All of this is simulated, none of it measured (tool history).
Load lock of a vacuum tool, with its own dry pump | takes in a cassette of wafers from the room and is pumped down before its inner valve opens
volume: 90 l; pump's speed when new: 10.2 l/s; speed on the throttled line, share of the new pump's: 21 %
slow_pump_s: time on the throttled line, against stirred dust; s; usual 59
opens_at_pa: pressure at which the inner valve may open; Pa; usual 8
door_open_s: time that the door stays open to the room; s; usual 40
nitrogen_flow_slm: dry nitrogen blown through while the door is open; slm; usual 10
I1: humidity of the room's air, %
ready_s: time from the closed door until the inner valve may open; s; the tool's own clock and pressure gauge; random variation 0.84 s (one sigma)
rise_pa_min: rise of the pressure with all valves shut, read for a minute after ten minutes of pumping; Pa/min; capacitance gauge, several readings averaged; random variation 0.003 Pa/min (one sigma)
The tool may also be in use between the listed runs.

Run 1, day 0: usual settings; I1 44.9. Result: ready_s 131.8 s, rise_pa_min 0.185 Pa/min.
Run 2, day 7.867: usual settings; I1 45.6. Result: ready_s 131.7 s, rise_pa_min 0.193 Pa/min.
Run 3, day 13.708: usual settings; I1 43.4. Result: ready_s 132.1 s, rise_pa_min 0.197 Pa/min.
Run 4, day 21.192: usual settings; I1 44.7. Result: ready_s 132.2 s, rise_pa_min 0.202 Pa/min.
Run 5, day 28.3: usual settings; I1 44.9. Result: ready_s 132.1 s, rise_pa_min 0.203 Pa/min.
Run 6, day 36.662: usual settings but door_open_s 38 s; I1 43.2. Result: ready_s 133.8 s, rise_pa_min 0.205 Pa/min.
Run 7, day 42.296: usual settings; I1 43.7. Result: ready_s 132.6 s, rise_pa_min 0.224 Pa/min.
Run 8, day 49.938: usual settings; I1 44.6. Result: ready_s 132.9 s, rise_pa_min 0.226 Pa/min.
Run 9, day 56.629: usual settings but slow_pump_s 100 s, opens_at_pa 16 Pa, door_open_s 104 s; I1 42.8. Result: ready_s 157.8 s, rise_pa_min 0.248 Pa/min.
Run 10, day 60.967: usual settings but slow_pump_s 36 s, opens_at_pa 9 Pa, door_open_s 31 s; I1 46.3. Result: ready_s 113.1 s, rise_pa_min 0.239 Pa/min.
Run 11, day 65.367: usual settings but opens_at_pa 9 Pa, door_open_s 59 s; I1 40.1. Result: ready_s 132.1 s, rise_pa_min 0.247 Pa/min.
Run 12, day 72.267: usual settings but opens_at_pa 9 Pa, door_open_s 235 s; I1 44.4. Result: ready_s 131.3 s, rise_pa_min 0.275 Pa/min.
Run 13, day 77.525: usual settings but slow_pump_s 91 s, opens_at_pa 9 Pa, door_open_s 73 s, nitrogen_flow_slm 15 slm; I1 44. Result: ready_s 159.1 s, rise_pa_min 0.253 Pa/min.
Run 14, day 82.804: usual settings but slow_pump_s 91 s, opens_at_pa 9 Pa, door_open_s 73 s, nitrogen_flow_slm 15 slm; I1 43.6. Result: ready_s 157.2 s, rise_pa_min 0.265 Pa/min.

The same runs without the tool's hidden state, with the same run-to-run variation:
The hidden state here: pump's speed, % of a new pump's; leak at the door's seal, Pa l/s; drift of the gauge itself on ready_s, %; drift of the gauge itself on rise_pa_min, %.
run  ready_s  rise_pa_min
  1    130.8        0.022
  2    130.5        0.023
  3    130.8         0.02
  4    130.7         0.02
  5    130.4        0.016
  6    131.9        0.011
  7    130.6        0.022
  8    130.6        0.018
  9    155.9        0.031
 10    110.5        0.018
 11    129.5        0.022
 12    128.5        0.042
 13    156.5        0.018
 14    154.3        0.021

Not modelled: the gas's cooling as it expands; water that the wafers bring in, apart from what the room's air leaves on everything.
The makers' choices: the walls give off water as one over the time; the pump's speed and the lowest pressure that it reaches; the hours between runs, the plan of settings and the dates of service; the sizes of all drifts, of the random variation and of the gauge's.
